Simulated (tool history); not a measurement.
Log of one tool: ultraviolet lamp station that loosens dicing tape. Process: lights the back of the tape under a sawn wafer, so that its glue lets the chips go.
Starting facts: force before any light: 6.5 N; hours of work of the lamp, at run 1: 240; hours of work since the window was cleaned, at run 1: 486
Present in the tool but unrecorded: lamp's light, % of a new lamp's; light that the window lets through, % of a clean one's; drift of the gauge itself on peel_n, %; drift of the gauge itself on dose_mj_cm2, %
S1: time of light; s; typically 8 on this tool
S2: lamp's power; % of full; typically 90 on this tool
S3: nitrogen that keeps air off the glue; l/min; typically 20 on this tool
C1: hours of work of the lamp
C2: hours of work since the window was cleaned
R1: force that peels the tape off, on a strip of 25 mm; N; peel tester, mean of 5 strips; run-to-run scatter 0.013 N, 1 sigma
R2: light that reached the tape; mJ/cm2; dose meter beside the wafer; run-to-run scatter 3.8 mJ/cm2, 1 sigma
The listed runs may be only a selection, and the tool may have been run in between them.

run    day  S1  S2  S3   C1   C2     R1   R2
  1  0.000   8  90  20  240  486  0.833  554
  2  0.354   8  90  20  244  490  0.815  546
  3  0.912   8  90  20  249  495  0.843  555
  4  1.371   8  90  20  253  500  0.835  542
  5  1.888   8  90  20  258  505  0.842  546
  6  2.500   8  90  20  264  511  0.830  547
  7  2.912   8  90  20  268  515  0.862  546
  8  3.338   8  90  20  273  519  0.833  546
  9  3.958   8  90   7  279  525  1.330  541
 10  4.246   8  90  20  281  528  0.826  546
 11  4.742   8  90  20  286  532  0.855  548
 12  5.117   8  90  20  290  536  0.870  538
 13  5.575   7  79  20  294  540  1.279  409
     5.621  -- window cleaned of glue's vapour
 14  6.188   4  74  33  300    5  2.707  203
 15  6.812   4  74  33  306   12  2.809  205
 16  7.242   4  74  33  310   16  2.672  200
 17  7.717  12  84  33  315   20  0.430  690
     7.783  -- window cleaned of glue's vapour, once more
 18  8.096  12  77  35  318    3  0.314  794
 19  8.367  12  73  35  321    6  0.351  750
 20  8.712   4  92  23  324    9  1.825  311
 21  9.196   4  92  23  329   14  1.815  314
 22  9.504  12  92  20  332   17  0.292  942

Each row is a separate what-if for the run after 22, all from the same tool condition, not one after another. Results?
  A  9.825   6  90  28  335  20   ?   ?
  B  9.825  10  63  16  335  20   ?   ?
  C  9.825   8  71  25  335  20   ?   ?

run     R1   R2
  A  1.022  461
  B  0.958  541
  C  0.967  484
Without the tool's hidden state the same runs would have given:
run     R1   R2
  A  0.924  489
  B  0.864  573
  C  0.872  513
